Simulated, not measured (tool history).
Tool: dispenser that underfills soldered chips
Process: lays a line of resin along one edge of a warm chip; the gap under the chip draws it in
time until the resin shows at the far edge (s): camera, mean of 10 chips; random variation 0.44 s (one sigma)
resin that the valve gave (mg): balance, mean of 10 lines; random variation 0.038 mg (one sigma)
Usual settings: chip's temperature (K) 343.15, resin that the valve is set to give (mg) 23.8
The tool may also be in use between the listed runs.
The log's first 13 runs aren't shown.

run	day	chip's temperature (K)	resin that the valve is set to give (mg)	hours of work since the syringe was changed	hours of work since the valve was cleaned	hours of work since the stage was calibrated	time until the resin shows at the far edge (s)	resin that the valve gave (mg)
# day 2.446: new syringe of resin
14	2.492	343.15	22.4	1	14	218	35.8	22.26
15	2.729	343.15	22.4	5	18	222	46.9	22.16
# day 2.933: new syringe of resin
16	3.042	343.15	25	2	24	228	37.3	24.68
17	3.346	343.15	25	7	29	233	52.8	24.71
# day 3.404: new syringe of resin
18	3.5	343.15	25	2	31	235	37.3	24.6
19	3.779	343.15	25	6	36	240	51.1	24.53
# day 3.879: new syringe of resin
20	4.05	343.15	25	3	41	245	40.5	24.45
21	4.271	343.15	25	7	45	249	51.4	24.43
# day 4.35: new syringe of resin
22	4.5	350.15	21.3	3	48	252	33.6	20.76
23	4.65	343.15	20.3	5	51	255	49.3	19.76
# day 4.838: new syringe of resin
24	4.921	347.15	27.7	1	56	260	32.3	26.93
# day 5.15: dispensing valve cleaned and set on the balance
25	5.167	351.15	29.5	5	0	263	35.4	29.44
# day 5.358: new syringe of resin
26	5.438	351.15	29.5	1	5	268	28.6	29.4
27	5.575	331.15	26.9	4	7	270	62.7	26.79
28	5.746	349.15	23	7	10	273	41.8	22.91
# day 5.833: new syringe of resin
29	6.062	335.15	28.9	4	16	278	56.2	28.69
# day 6.329: new syringe of resin
30	6.338	335.15	28.9	0	20	283	46.9	28.6
31	6.529	335.15	21.8	3	23	286	57.2	21.56
# day 6.8: new syringe of resin
32	6.842	335.15	21.8	1	29	292	48.5	21.47
33	7.088	336.15	21.9	5	33	296	60.1	21.54

5 ways to go on from here, each from the tool as it stands after run 33. What would each give?
# day 7.283: new syringe of resin
A	7.383	357.15	24.9	2	38	301	?	?
# day 7.283: new syringe of resin
B	7.383	349.15	24.1	2	38	301	?	?
# day 7.283: new syringe of resin
C	7.383	332.15	21.9	2	38	301	?	?
# day 7.283: new syringe of resin
D	7.383	350.15	26.3	2	38	301	?	?
# day 7.283: new syringe of resin
E	7.383	337.15	20.3	2	38	301	?	?

run	time until the resin shows at the far edge (s)	resin that the valve gave (mg)
A	24.9	24.38
B	31.8	23.67
C	58.5	21.49
D	31	25.69
E	49.7	19.92
Without the tool's hidden state the same runs would have given:
run	time until the resin shows at the far edge (s)	resin that the valve gave (mg)
A	20.8	24.87
B	26.5	24.15
C	48.4	21.92
D	25.8	26.21
E	41.2	20.32

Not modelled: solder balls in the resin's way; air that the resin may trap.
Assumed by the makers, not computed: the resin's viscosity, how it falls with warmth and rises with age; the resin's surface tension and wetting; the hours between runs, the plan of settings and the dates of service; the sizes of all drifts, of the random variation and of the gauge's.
